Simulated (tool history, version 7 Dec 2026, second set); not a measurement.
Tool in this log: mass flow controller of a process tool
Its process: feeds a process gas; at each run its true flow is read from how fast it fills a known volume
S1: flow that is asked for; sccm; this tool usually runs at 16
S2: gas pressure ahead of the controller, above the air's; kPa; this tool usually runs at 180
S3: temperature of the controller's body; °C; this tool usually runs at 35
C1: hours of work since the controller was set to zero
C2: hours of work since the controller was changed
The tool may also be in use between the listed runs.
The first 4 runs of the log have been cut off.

run 5 day=12.133 | S1=16 S2=180 S3=35 | C1=951 C2=951 | true_flow_(%)=98.9
run 6 day=15.975 | S1=16 S2=209 S3=35 | C1=1000 C2=1000 | true_flow_(%)=98.85
run 7 day=19.321 | S1=16 S2=209 S3=35 | C1=1043 C2=1043 | true_flow_(%)=99.02
run 8 day=22.192 | S1=16 S2=209 S3=35 | C1=1080 C2=1080 | true_flow_(%)=99.07
run 9 day=25.7 | S1=16 S2=180 S3=35 | C1=1125 C2=1125 | true_flow_(%)=99.26
run 10 day=27.771 | S1=16 S2=180 S3=27 | C1=1152 C2=1152 | true_flow_(%)=100.33
run 11 day=29.804 | S1=16 S2=180 S3=27 | C1=1178 C2=1178 | true_flow_(%)=100.41
run 12 day=33.054 | S1=16 S2=180 S3=27 | C1=1219 C2=1219 | true_flow_(%)=100.59
run 13 day=36.829 | S1=16 S2=180 S3=27 | C1=1268 C2=1268 | true_flow_(%)=100.71
run 14 day=38.908 | S1=16 S2=180 S3=35 | C1=1294 C2=1294 | true_flow_(%)=99.77
run 15 day=41.762 | S1=16 S2=180 S3=35 | C1=1331 C2=1331 | true_flow_(%)=99.81
run 16 day=45.825 | S1=16 S2=180 S3=35 | C1=1383 C2=1383 | true_flow_(%)=100.06
run 17 day=49.433 | S1=16 S2=158 S3=35 | C1=1429 C2=1429 | true_flow_(%)=100.09
run 18 day=51.396 | S1=16 S2=158 S3=35 | C1=1454 C2=1454 | true_flow_(%)=100.25
run 19 day=54.958 | S1=16 S2=158 S3=35 | C1=1500 C2=1500 | true_flow_(%)=100.28
-- day=57.8 gauge calibrated
run 20 day=58.104 | S1=16 S2=158 S3=35 | C1=1540 C2=1540 | true_flow_(%)=98.66
run 21 day=60.088 | S1=12 S2=213 S3=30 | C1=1566 C2=1566 | true_flow_(%)=98.75
run 22 day=63.608 | S1=16 S2=279 S3=35 | C1=1611 C2=1611 | true_flow_(%)=98.37
run 23 day=66.708 | S1=16 S2=279 S3=35 | C1=1650 C2=1650 | true_flow_(%)=98.33
run 24 day=69.196 | S1=13 S2=279 S3=35 | C1=1682 C2=1682 | true_flow_(%)=98.2
run 25 day=72.021 | S1=13 S2=142 S3=35 | C1=1718 C2=1718 | true_flow_(%)=98.9
run 26 day=75.571 | S1=13 S2=142 S3=35 | C1=1764 C2=1764 | true_flow_(%)=99.01
run 27 day=79.183 | S1=9 S2=260 S3=36 | C1=1810 C2=1810 | true_flow_(%)=98.03
run 28 day=82.946 | S1=3 S2=263 S3=36 | C1=1858 C2=1858 | true_flow_(%)=97.58
run 29 day=86.638 | S1=5 S2=212 S3=22 | C1=1906 C2=1906 | true_flow_(%)=99.84

Run 30, settings as shown, results not yet in. Your forecast:
run 30 day=89.671 | S1=5 S2=212 S3=22 | C1=1945 C2=1945 | true_flow_(%)=?

true flow (%): 99.9
Had the tool carried no hidden state, the very same run would have given true flow (%) 98.96.
